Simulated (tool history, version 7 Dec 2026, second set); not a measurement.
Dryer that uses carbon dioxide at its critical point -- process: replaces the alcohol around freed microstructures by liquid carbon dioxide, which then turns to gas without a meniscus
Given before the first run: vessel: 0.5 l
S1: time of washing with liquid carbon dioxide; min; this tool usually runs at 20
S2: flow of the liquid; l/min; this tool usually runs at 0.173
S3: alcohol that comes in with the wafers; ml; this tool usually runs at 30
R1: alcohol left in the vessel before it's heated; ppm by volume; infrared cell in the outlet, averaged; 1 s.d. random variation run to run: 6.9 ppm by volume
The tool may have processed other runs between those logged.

Run 1, hour 0.0: usual settings. Result: R1 486 ppm by volume.
Run 2, hour 6.0: usual settings. Result: R1 467 ppm by volume.
Run 3, hour 14.6: usual settings. Result: R1 484 ppm by volume.
Run 4, hour 20.4: usual settings. Result: R1 489 ppm by volume.
Run 5, hour 30.2: usual settings. Result: R1 504 ppm by volume.
Run 6, hour 34.5: usual settings. Result: R1 516 ppm by volume.
Run 7, hour 43.0: usual settings. Result: R1 505 ppm by volume.
Run 8, hour 48.7: usual settings. Result: R1 519 ppm by volume.
Run 9, hour 56.9: usual settings but S3 29 ml. Result: R1 519 ppm by volume.
Run 10, hour 64.8: usual settings but S3 29 ml. Result: R1 516 ppm by volume.
Run 11, hour 74.2: usual settings but S1 17 min, S2 0.118 l/min, S3 29 ml. Result: R1 3956 ppm by volume.
Run 12, hour 81.4: usual settings but S2 0.198 l/min, S3 72 ml. Result: R1 594 ppm by volume.
Run 13, hour 89.4: usual settings but S1 15 min, S2 0.175 l/min, S3 71 ml. Result: R1 3875 ppm by volume.
Run 14, hour 98.2: usual settings but S1 19 min, S2 0.280 l/min, S3 78 ml. Result: R1 120 ppm by volume.
Run 15, hour 105.5: usual settings but S1 19 min, S2 0.280 l/min, S3 78 ml. Result: R1 122 ppm by volume.
Run 16, hour 114.5: usual settings but S1 26 min, S2 0.203 l/min, S3 78 ml. Result: R1 150 ppm by volume.
Run 17, hour 120.6: usual settings but S1 26 min, S2 0.203 l/min, S3 78 ml. Result: R1 150 ppm by volume.
Run 18, hour 126.2: usual settings but S1 25 min, S2 0.263 l/min, S3 90 ml. Result: R1 69 ppm by volume.
Run 19, hour 132.0: usual settings but S1 13 min, S2 0.263 l/min, S3 116 ml. Result: R1 2007 ppm by volume.
Run 20, hour 138.1: usual settings but S1 13 min, S2 0.263 l/min, S3 116 ml. Result: R1 2010 ppm by volume.

Each row is a separate what-if for the run after 20, all from the same tool condition, not one after another. Results?
Run A, hour 145.2: usual settings but S1 13 min, S2 0.133 l/min. Result: R1 ?.
Run B, hour 145.2: usual settings but S1 18 min, S2 0.259 l/min, S3 31 ml. Result: R1 ?.
Run C, hour 145.2: usual settings but S1 14 min, S2 0.263 l/min, S3 116 ml. Result: R1 ?.
Run D, hour 145.2: usual settings but S1 13 min, S2 0.129 l/min, S3 116 ml. Result: R1 ?.

run     R1
  A   6131
  B    144
  C   1434
  D  25487
Take away the tool's hidden state, keep each run's random variation, and the runs would have read:
run     R1
  A   4549
  B     47
  C    726
  D  19193
